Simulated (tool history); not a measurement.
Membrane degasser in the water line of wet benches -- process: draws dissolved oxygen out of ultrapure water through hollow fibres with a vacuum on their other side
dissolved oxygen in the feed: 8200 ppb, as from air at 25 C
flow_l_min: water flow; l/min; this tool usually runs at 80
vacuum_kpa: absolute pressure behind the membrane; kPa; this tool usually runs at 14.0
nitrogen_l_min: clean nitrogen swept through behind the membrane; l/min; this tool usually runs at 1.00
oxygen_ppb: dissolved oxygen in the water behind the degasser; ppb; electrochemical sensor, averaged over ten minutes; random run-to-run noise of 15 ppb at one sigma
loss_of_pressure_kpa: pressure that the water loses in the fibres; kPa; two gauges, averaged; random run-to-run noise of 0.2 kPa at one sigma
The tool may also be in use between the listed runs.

| run | day | flow_l_min | vacuum_kpa | nitrogen_l_min | oxygen_ppb | loss_of_pressure_kpa |
|---|---|---|---|---|---|---|
| 1 | 0.000 | 80 | 14.0 | 1.00 | 1501.0 | 45.34 |
| 2 | 1.912 | 80 | 14.0 | 1.00 | 1492.5 | 45.37 |
| 3 | 3.279 | 80 | 14.0 | 1.00 | 1473.2 | 45.67 |
| 4 | 4.050 | 80 | 14.0 | 1.00 | 1500.4 | 45.60 |
|  | 5.271 | seals of the vacuum lines changed |
| 5 | 5.900 | 80 | 14.3 | 1.00 | 1532.3 | 45.84 |
| 6 | 7.367 | 80 | 14.3 | 1.00 | 1537.6 | 45.51 |
| 7 | 8.533 | 80 | 14.3 | 1.00 | 1527.7 | 45.89 |
| 8 | 9.696 | 80 | 14.3 | 1.00 | 1519.3 | 45.68 |
| 9 | 11.417 | 80 | 14.0 | 1.21 | 1352.6 | 45.59 |
| 10 | 12.650 | 80 | 14.0 | 1.21 | 1393.4 | 45.67 |
| 11 | 14.483 | 80 | 14.0 | 1.21 | 1361.1 | 45.56 |
| 12 | 16.217 | 61 | 14.0 | 1.21 | 1083.8 | 34.76 |
| 13 | 17.179 | 80 | 14.0 | 1.00 | 1493.1 | 45.65 |
| 14 | 19.067 | 80 | 14.0 | 0.53 | 2020.4 | 45.60 |
| 15 | 20.067 | 80 | 10.1 | 0.53 | 1457.2 | 45.72 |
| 16 | 21.946 | 80 | 10.1 | 0.53 | 1476.1 | 45.89 |
| 17 | 23.100 | 80 | 10.1 | 0.53 | 1495.1 | 45.80 |
| 18 | 24.575 | 85 | 34.9 | 0.53 | 4237.1 | 48.48 |
| 19 | 25.888 | 80 | 34.7 | 1.00 | 3193.5 | 45.47 |
| 20 | 27.050 | 80 | 34.7 | 1.00 | 3182.9 | 45.81 |
| 21 | 28.958 | 80 | 34.7 | 1.00 | 3227.3 | 46.07 |
| 22 | 30.204 | 99 | 31.0 | 0.83 | 3556.0 | 56.95 |
| 23 | 31.312 | 99 | 31.0 | 0.83 | 3592.7 | 57.20 |
| 24 | 32.692 | 116 | 23.7 | 1.00 | 2985.4 | 67.07 |
| 25 | 34.346 | 52 | 14.0 | 1.00 | 1088.2 | 29.96 |
| 26 | 35.704 | 67 | 8.8 | 1.64 | 626.0 | 38.30 |
| 27 | 36.800 | 80 | 11.8 | 1.00 | 1288.1 | 46.27 |
| 28 | 37.904 | 80 | 11.8 | 1.00 | 1287.0 | 46.09 |
| 29 | 38.888 | 106 | 16.0 | 0.77 | 2340.4 | 61.06 |
| 30 | 39.929 | 106 | 16.0 | 0.77 | 2301.1 | 61.30 |
| 31 | 41.362 | 57 | 27.1 | 1.99 | 1366.2 | 32.96 |
| 32 | 42.921 | 121 | 13.9 | 2.36 | 1417.9 | 70.16 |
| 33 | 43.833 | 121 | 13.9 | 2.36 | 1408.0 | 69.86 |

3 options for the next run, each taken on its own from the tool as it stands now. Forecast them:
| A | 45.071 | 116 | 20.7 | 1.10 | ? | ? |
| B | 45.071 | 76 | 10.4 | 1.00 | ? | ? |
| C | 45.071 | 88 | 22.6 | 2.36 | ? | ? |

| run | oxygen_ppb | loss_of_pressure_kpa |
|---|---|---|
| A | 2614.9 | 66.43 |
| B | 1105.2 | 44.02 |
| C | 1534.2 | 50.81 |
With the hidden condition removed and each run's random variation left untouched, the same runs would have given:
| run | oxygen_ppb | loss_of_pressure_kpa |
|---|---|---|
| A | 2574.4 | 65.12 |
| B | 1062.7 | 43.16 |
| C | 1503.5 | 49.82 |
